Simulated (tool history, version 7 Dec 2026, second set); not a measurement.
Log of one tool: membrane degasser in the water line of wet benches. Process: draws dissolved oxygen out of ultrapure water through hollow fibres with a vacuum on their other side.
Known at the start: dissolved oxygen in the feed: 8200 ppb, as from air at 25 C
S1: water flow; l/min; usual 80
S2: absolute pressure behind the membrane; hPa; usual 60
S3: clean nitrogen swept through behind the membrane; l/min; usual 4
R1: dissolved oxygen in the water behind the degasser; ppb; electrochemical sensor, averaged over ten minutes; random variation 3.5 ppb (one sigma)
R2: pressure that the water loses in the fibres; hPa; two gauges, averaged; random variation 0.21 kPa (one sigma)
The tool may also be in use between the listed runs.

| run | hour | S1 | S2 | S3 | R1 | R2 |
|---|---|---|---|---|---|---|
| 1 | 0 | 80 | 60 | 4 | 348.8 | 486.5 |
| 2 | 57.6 | 80 | 60 | 4 | 351 | 481.8 |
| 3 | 159.7 | 80 | 60 | 4 | 346.3 | 482.2 |
| 4 | 252.2 | 80 | 60 | 1.75 | 455.2 | 483.1 |
| 5 | 301.4 | 80 | 60 | 4 | 351.5 | 483.8 |
| 6 | 367.1 | 80 | 66.7 | 4 | 380.2 | 481.9 |
| 7 | 462 | 72 | 60 | 4 | 288.8 | 433.8 |
| 8 | 513.8 | 80 | 60 | 9.64 | 284.9 | 485.5 |
| 9 | 614 | 80 | 75.9 | 4 | 410.8 | 481.1 |
| 10 | 711.1 | 80 | 60 | 2.9 | 384.3 | 484.2 |
| 11 | 806.4 | 59 | 48.6 | 9.7 | 136.4 | 357.1 |
| 12 | 871 | 59 | 48.6 | 9.7 | 132.5 | 359.3 |
| 13 | 944.3 | 59 | 48.6 | 9.7 | 134.6 | 355.3 |
| 14 | 1015.3 | 59 | 48.6 | 9.7 | 131.7 | 354.7 |
| 15 | 1085 | 124 | 60 | 4 | 694.6 | 746.4 |
| 16 | 1184.3 | 124 | 60 | 4 | 695.4 | 745.9 |
| 17 | 1270.3 | 87 | 132.1 | 2.73 | 860.6 | 529 |
| 18 | 1337.7 | 84 | 130.2 | 2.73 | 834.4 | 506.5 |
| 19 | 1390.5 | 84 | 130.2 | 2.73 | 814.3 | 508.2 |

Forecast each of these 5 alternatives for the next run:
| A | 1472.1 | 115 | 92.3 | 7.18 | ? | ? |
| B | 1472.1 | 86 | 82.6 | 3.35 | ? | ? |
| C | 1472.1 | 111 | 60 | 4 | ? | ? |
| D | 1472.1 | 103 | 130.2 | 4.38 | ? | ? |
| E | 1472.1 | 91 | 128.9 | 4 | ? | ? |

| run | R1 | R2 |
|---|---|---|
| A | 666.6 | 696 |
| B | 520.3 | 520.6 |
| C | 588.1 | 668.6 |
| D | 830.8 | 625.2 |
| E | 738.3 | 551.2 |
Without the tool's hidden state the same runs would have given:
| run | R1 | R2 |
|---|---|---|
| A | 666.4 | 696 |
| B | 520.1 | 520.6 |
| C | 587.9 | 668.5 |
| D | 830.6 | 625.1 |
| E | 738.1 | 551.1 |
